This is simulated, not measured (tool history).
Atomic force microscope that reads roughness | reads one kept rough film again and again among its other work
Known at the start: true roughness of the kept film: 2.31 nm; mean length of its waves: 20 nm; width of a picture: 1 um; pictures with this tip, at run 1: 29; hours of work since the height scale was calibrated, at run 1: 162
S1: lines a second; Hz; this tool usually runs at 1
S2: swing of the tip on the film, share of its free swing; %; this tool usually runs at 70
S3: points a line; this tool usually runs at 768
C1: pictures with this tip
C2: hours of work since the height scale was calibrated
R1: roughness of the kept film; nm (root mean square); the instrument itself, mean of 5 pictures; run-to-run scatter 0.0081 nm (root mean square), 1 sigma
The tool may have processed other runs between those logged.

{"run": 1, "hour": 0.0, "S1": 1, "S2": 70, "S3": 768, "C1": 29, "C2": 162, "R1": 1.521}
{"run": 2, "hour": 17.1, "S1": 1, "S2": 70, "S3": 437, "C1": 49, "C2": 171, "R1": 1.323}
{"run": 3, "hour": 33.8, "S1": 2.4, "S2": 70, "S3": 437, "C1": 69, "C2": 180, "R1": 1.094}
{"hour": 36.1, "done": "new tip fitted"}
{"run": 4, "hour": 45.3, "S1": 2.39, "S2": 70, "S3": 768, "C1": 10, "C2": 186, "R1": 1.506}
{"run": 5, "hour": 54.9, "S1": 2.39, "S2": 70, "S3": 768, "C1": 21, "C2": 191, "R1": 1.396}
{"run": 6, "hour": 69.1, "S1": 2.39, "S2": 70, "S3": 768, "C1": 38, "C2": 199, "R1": 1.25}
{"run": 7, "hour": 86.2, "S1": 2.39, "S2": 70, "S3": 768, "C1": 57, "C2": 208, "R1": 1.122}
{"run": 8, "hour": 95.8, "S1": 2.39, "S2": 70, "S3": 768, "C1": 69, "C2": 213, "R1": 1.056}
{"hour": 98.8, "done": "new tip fitted"}
{"run": 9, "hour": 107.3, "S1": 1, "S2": 70, "S3": 768, "C1": 10, "C2": 219, "R1": 1.616}
{"run": 10, "hour": 115.9, "S1": 1, "S2": 70, "S3": 750, "C1": 20, "C2": 224, "R1": 1.508}
{"run": 11, "hour": 131.2, "S1": 1, "S2": 70, "S3": 750, "C1": 38, "C2": 232, "R1": 1.358}
{"run": 12, "hour": 141.9, "S1": 1, "S2": 70, "S3": 768, "C1": 50, "C2": 238, "R1": 1.264}
{"hour": 160.2, "done": "new tip fitted"}
{"run": 13, "hour": 160.4, "S1": 3.59, "S2": 70, "S3": 768, "C1": 0, "C2": 247, "R1": 1.516}
{"hour": 162.3, "done": "height scale calibrated on a step standard"}
{"run": 14, "hour": 175.7, "S1": 3.42, "S2": 56, "S3": 768, "C1": 16, "C2": 7, "R1": 1.524}
{"run": 15, "hour": 187.4, "S1": 1.23, "S2": 73, "S3": 1016, "C1": 30, "C2": 13, "R1": 1.362}
{"run": 16, "hour": 195.9, "S1": 1.23, "S2": 73, "S3": 1016, "C1": 40, "C2": 18, "R1": 1.307}
{"run": 17, "hour": 210.7, "S1": 1.23, "S2": 73, "S3": 1016, "C1": 57, "C2": 26, "R1": 1.193}
{"hour": 223.2, "done": "new tip fitted"}
{"run": 18, "hour": 223.2, "S1": 0.79, "S2": 73, "S3": 1016, "C1": 0, "C2": 32, "R1": 1.759}
{"run": 19, "hour": 237.1, "S1": 1, "S2": 56, "S3": 768, "C1": 16, "C2": 40, "R1": 1.606}
{"run": 20, "hour": 255.4, "S1": 2.57, "S2": 75, "S3": 672, "C1": 37, "C2": 50, "R1": 1.199}
{"hour": 265.0, "done": "height scale calibrated on a step standard, once more"}
{"run": 21, "hour": 270.0, "S1": 2.57, "S2": 75, "S3": 672, "C1": 53, "C2": 3, "R1": 1.099}
{"run": 22, "hour": 284.7, "S1": 0.95, "S2": 56, "S3": 410, "C1": 70, "C2": 11, "R1": 1.184}
{"hour": 286.5, "done": "new tip fitted"}
{"run": 23, "hour": 303.1, "S1": 0.95, "S2": 56, "S3": 410, "C1": 19, "C2": 20, "R1": 1.59}
{"run": 24, "hour": 320.8, "S1": 0.95, "S2": 56, "S3": 410, "C1": 40, "C2": 30, "R1": 1.394}

5 options for the next run, each taken on its own from the tool as it stands now. Forecast them:
{"run": "A", "hour": 340.3, "S1": 3.18, "S2": 69, "S3": 410, "C1": 62, "C2": 40, "R1": "?"}
{"run": "B", "hour": 340.3, "S1": 1, "S2": 74, "S3": 631, "C1": 62, "C2": 40, "R1": "?"}
{"run": "C", "hour": 340.3, "S1": 1, "S2": 89, "S3": 521, "C1": 62, "C2": 40, "R1": "?"}
{"run": "D", "hour": 340.3, "S1": 1, "S2": 76, "S3": 768, "C1": 62, "C2": 40, "R1": "?"}
{"run": "E", "hour": 340.3, "S1": 1, "S2": 79, "S3": 334, "C1": 62, "C2": 40, "R1": "?"}

run=A R1=1.04
run=B R1=1.165
run=C R1=1.087
run=D R1=1.159
run=E R1=1.135
With no hidden state in the tool, these same runs would have given:
run=A R1=1.538
run=B R1=1.719
run=C R1=1.603
run=D R1=1.714
run=E R1=1.675

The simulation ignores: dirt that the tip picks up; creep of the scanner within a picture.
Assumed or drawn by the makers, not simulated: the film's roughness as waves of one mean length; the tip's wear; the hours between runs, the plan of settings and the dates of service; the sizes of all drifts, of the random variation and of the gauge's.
